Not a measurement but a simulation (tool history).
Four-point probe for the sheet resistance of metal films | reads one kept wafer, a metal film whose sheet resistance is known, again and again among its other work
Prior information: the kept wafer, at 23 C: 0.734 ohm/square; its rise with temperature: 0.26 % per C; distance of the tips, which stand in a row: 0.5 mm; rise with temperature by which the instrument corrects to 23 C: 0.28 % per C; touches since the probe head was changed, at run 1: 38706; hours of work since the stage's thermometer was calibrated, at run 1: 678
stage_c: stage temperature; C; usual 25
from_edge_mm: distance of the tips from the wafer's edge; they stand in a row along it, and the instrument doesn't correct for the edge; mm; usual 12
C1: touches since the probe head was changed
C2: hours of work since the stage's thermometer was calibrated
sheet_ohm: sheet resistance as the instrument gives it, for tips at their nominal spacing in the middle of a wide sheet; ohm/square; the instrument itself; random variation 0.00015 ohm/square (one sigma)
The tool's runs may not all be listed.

{"run": 1, "day": 0.0, "stage_c": 25, "from_edge_mm": 12, "C1": 38706, "C2": 678, "sheet_ohm": 0.734596}
{"run": 2, "day": 4.183, "stage_c": 25, "from_edge_mm": 12, "C1": 42983, "C2": 753, "sheet_ohm": 0.734355}
{"run": 3, "day": 9.258, "stage_c": 25, "from_edge_mm": 30, "C1": 48167, "C2": 844, "sheet_ohm": 0.733827}
{"run": 4, "day": 14.262, "stage_c": 25, "from_edge_mm": 12, "C1": 53281, "C2": 934, "sheet_ohm": 0.734261}
{"run": 5, "day": 18.521, "stage_c": 25, "from_edge_mm": 12, "C1": 57633, "C2": 1010, "sheet_ohm": 0.734194}
{"run": 6, "day": 23.433, "stage_c": 25, "from_edge_mm": 12, "C1": 62656, "C2": 1098, "sheet_ohm": 0.734231}
{"run": 7, "day": 26.825, "stage_c": 25, "from_edge_mm": 12, "C1": 66120, "C2": 1159, "sheet_ohm": 0.734576}
{"run": 8, "day": 28.879, "stage_c": 25, "from_edge_mm": 12, "C1": 68217, "C2": 1195, "sheet_ohm": 0.73444}
{"run": 9, "day": 32.258, "stage_c": 25, "from_edge_mm": 4, "C1": 71673, "C2": 1256, "sheet_ohm": 0.740139}
{"run": 10, "day": 37.262, "stage_c": 27, "from_edge_mm": 12, "C1": 76786, "C2": 1346, "sheet_ohm": 0.734007}
{"run": 11, "day": 39.904, "stage_c": 25, "from_edge_mm": 43, "C1": 79486, "C2": 1393, "sheet_ohm": 0.733849}
{"run": 12, "day": 42.567, "stage_c": 25, "from_edge_mm": 12, "C1": 82208, "C2": 1441, "sheet_ohm": 0.73435}
{"day": 45.708, "done": "stage's thermometer calibrated"}
{"day": 46.458, "done": "new probe head fitted"}
{"run": 13, "day": 47.496, "stage_c": 25, "from_edge_mm": 12, "C1": 1060, "C2": 31, "sheet_ohm": 0.734489}
{"run": 14, "day": 52.342, "stage_c": 25, "from_edge_mm": 12, "C1": 6011, "C2": 118, "sheet_ohm": 0.734581}
{"run": 15, "day": 54.567, "stage_c": 25, "from_edge_mm": 12, "C1": 8283, "C2": 158, "sheet_ohm": 0.734613}
{"run": 16, "day": 59.167, "stage_c": 21, "from_edge_mm": 12, "C1": 12987, "C2": 240, "sheet_ohm": 0.734737}
{"run": 17, "day": 63.404, "stage_c": 21, "from_edge_mm": 12, "C1": 17316, "C2": 316, "sheet_ohm": 0.734724}
{"run": 18, "day": 67.512, "stage_c": 25, "from_edge_mm": 12, "C1": 21513, "C2": 390, "sheet_ohm": 0.734618}
{"run": 19, "day": 71.921, "stage_c": 33, "from_edge_mm": 65, "C1": 26019, "C2": 469, "sheet_ohm": 0.732945}
{"run": 20, "day": 74.083, "stage_c": 18, "from_edge_mm": 10, "C1": 28231, "C2": 507, "sheet_ohm": 0.735807}
{"run": 21, "day": 78.338, "stage_c": 26, "from_edge_mm": 23, "C1": 32576, "C2": 584, "sheet_ohm": 0.733946}
{"run": 22, "day": 82.5, "stage_c": 26, "from_edge_mm": 23, "C1": 36832, "C2": 658, "sheet_ohm": 0.733818}
{"run": 23, "day": 87.062, "stage_c": 26, "from_edge_mm": 23, "C1": 41492, "C2": 740, "sheet_ohm": 0.733476}
{"run": 24, "day": 91.292, "stage_c": 27, "from_edge_mm": 52, "C1": 45814, "C2": 816, "sheet_ohm": 0.73342}
{"run": 25, "day": 94.292, "stage_c": 25, "from_edge_mm": 20, "C1": 48880, "C2": 869, "sheet_ohm": 0.734101}
{"run": 26, "day": 98.846, "stage_c": 28, "from_edge_mm": 6, "C1": 53534, "C2": 951, "sheet_ohm": 0.736189}
{"run": 27, "day": 102.454, "stage_c": 34, "from_edge_mm": 18, "C1": 57221, "C2": 1015, "sheet_ohm": 0.733243}
{"run": 28, "day": 105.308, "stage_c": 34, "from_edge_mm": 18, "C1": 60138, "C2": 1067, "sheet_ohm": 0.732694}
{"run": 29, "day": 107.371, "stage_c": 34, "from_edge_mm": 18, "C1": 62247, "C2": 1104, "sheet_ohm": 0.733125}
{"run": 30, "day": 111.512, "stage_c": 20, "from_edge_mm": 6, "C1": 66478, "C2": 1178, "sheet_ohm": 0.73724}
{"run": 31, "day": 114.312, "stage_c": 28, "from_edge_mm": 38, "C1": 69341, "C2": 1228, "sheet_ohm": 0.733582}
{"run": 32, "day": 118.404, "stage_c": 21, "from_edge_mm": 12, "C1": 73523, "C2": 1301, "sheet_ohm": 0.735306}
{"run": 33, "day": 122.412, "stage_c": 33, "from_edge_mm": 27, "C1": 77618, "C2": 1373, "sheet_ohm": 0.732969}
{"run": 34, "day": 125.029, "stage_c": 28, "from_edge_mm": 7, "C1": 80292, "C2": 1420, "sheet_ohm": 0.735409}
{"day": 129.35, "done": "stage's thermometer calibrated"}
{"run": 35, "day": 129.35, "stage_c": 26, "from_edge_mm": 14, "C1": 84688, "C2": 0, "sheet_ohm": 0.734239}

Here are 4 independent what-if runs from the current tool condition. What would each one return?
{"day": 130.821, "done": "new probe head fitted"}
{"run": "A", "day": 131.983, "stage_c": 25, "from_edge_mm": 12, "C1": 1187, "C2": 46, "sheet_ohm": "?"}
{"day": 130.821, "done": "new probe head fitted"}
{"run": "B", "day": 131.983, "stage_c": 34, "from_edge_mm": 62, "C1": 1187, "C2": 46, "sheet_ohm": "?"}
{"day": 130.821, "done": "new probe head fitted"}
{"run": "C", "day": 131.983, "stage_c": 27, "from_edge_mm": 5, "C1": 1187, "C2": 46, "sheet_ohm": "?"}
{"day": 130.821, "done": "new probe head fitted"}
{"run": "D", "day": 131.983, "stage_c": 27, "from_edge_mm": 49, "C1": 1187, "C2": 46, "sheet_ohm": "?"}

run=A sheet_ohm=0.734274
run=B sheet_ohm=0.732752
run=C sheet_ohm=0.737452
run=D sheet_ohm=0.733554
Without the tool's hidden state the same runs would have given:
run=A sheet_ohm=0.734271
run=B sheet_ohm=0.732749
run=C sheet_ohm=0.737449
run=D sheet_ohm=0.733551

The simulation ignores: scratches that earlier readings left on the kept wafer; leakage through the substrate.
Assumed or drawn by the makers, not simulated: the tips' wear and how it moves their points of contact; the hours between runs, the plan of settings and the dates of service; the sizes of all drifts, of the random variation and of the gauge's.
